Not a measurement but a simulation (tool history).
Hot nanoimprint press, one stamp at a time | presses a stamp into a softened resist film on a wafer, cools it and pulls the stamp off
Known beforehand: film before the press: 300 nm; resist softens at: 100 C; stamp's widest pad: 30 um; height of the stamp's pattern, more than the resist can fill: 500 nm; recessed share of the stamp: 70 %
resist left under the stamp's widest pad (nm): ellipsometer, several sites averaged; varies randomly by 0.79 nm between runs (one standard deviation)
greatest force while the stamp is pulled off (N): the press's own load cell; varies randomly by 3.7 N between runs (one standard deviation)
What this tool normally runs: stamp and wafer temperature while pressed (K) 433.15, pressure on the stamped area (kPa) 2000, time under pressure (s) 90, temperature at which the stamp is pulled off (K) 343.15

run,day,stamp and wafer temperature while pressed (K),pressure on the stamped area (kPa),time under pressure (s),temperature at which the stamp is pulled off (K),resist left under the stamp's widest pad (nm),greatest force while the stamp is pulled off (N)
1,0,433.15,2000,90,343.15,150,196
2,0.371,433.15,2000,90,343.15,150.3,204
3,0.612,433.15,1630,90,343.15,164.3,208
4,0.917,433.15,2000,90,343.15,151.3,205
5,1.296,433.15,2000,90,343.15,149.1,207
6,1.579,433.15,2000,90,343.15,149.6,207
7,1.754,433.15,2000,90,343.15,148.3,208
8,2.054,433.15,2000,90,343.15,148.8,212
9,2.479,433.15,2000,90,343.15,148.2,212
10,2.883,443.15,2000,90,343.15,99.5,216
11,3.075,433.15,2000,90,343.15,148.6,214
12,3.471,433.15,2000,90,343.15,149.7,215
13,3.738,433.15,2000,90,343.15,148.6,215
14,4.079,433.15,1340,90,343.15,174.6,221
15,4.4,426.15,2000,90,343.15,193.5,217
16,4.825,426.15,2000,132,332.15,172.7,249
17,5.117,426.15,2000,132,332.15,173.3,250
18,5.338,426.15,2000,132,332.15,172.6,252
19,5.638,426.15,2000,132,332.15,172.1,253
20,5.946,426.15,2000,132,332.15,172.5,257
21,6.192,424.15,2000,96,341.15,205.6,234
22,6.404,433.15,1450,76,343.15,178.7,228
23,6.596,433.15,1450,157,333.15,139.6,259
24,6.962,433.15,2000,90,335.15,149,252
25,7.342,433.15,2000,90,335.15,148.4,260
26,7.529,433.15,2000,90,335.15,147.2,261
27,7.925,432.15,1330,98,335.15,175.8,254
28,8.338,432.15,1570,86,335.15,173.1,256
29,8.679,433.15,2000,80,348.15,153.7,222
30,9.075,436.15,1450,128,335.15,132.1,254

Some steps in resist left under the stamp's widest pad (nm), run to run, broken into two amounts with sign: the step expected even without the hidden condition (settings, incoming material, random variation), and the rest, left for the hidden condition together with whatever gauge scatter is not in both the measured and the hidden-condition-free result:
Hidden conditions of the tool in this case: true temperature over the reading, C; pressure that arrives at the usual setting, %; grip of the stamp's worn release coat, % over a new coat's; drift of the gauge itself on residual_nm, %; drift of the gauge itself on pull_off_n, %.
Run 9 -> 10: stamp and wafer temperature while pressed (K) 433.15 -> 443.15. resist left under the stamp's widest pad (nm) -48.7: hidden state +1.4, all else -50.1.
Run 10 -> 11: stamp and wafer temperature while pressed (K) 443.15 -> 433.15. resist left under the stamp's widest pad (nm) +49.1: hidden state -1.6, all else +50.7.
Run 22 -> 23: time under pressure (s) 76 -> 157, temperature at which the stamp is pulled off (K) 343.15 -> 333.15. resist left under the stamp's widest pad (nm) -39.1: hidden state +0.4, all else -39.5.
Run 26 -> 27: stamp and wafer temperature while pressed (K) 433.15 -> 432.15, pressure on the stamped area (kPa) 2000 -> 1330, time under pressure (s) 90 -> 98. resist left under the stamp's widest pad (nm) +28.6: hidden state -0.7, all else +29.3.
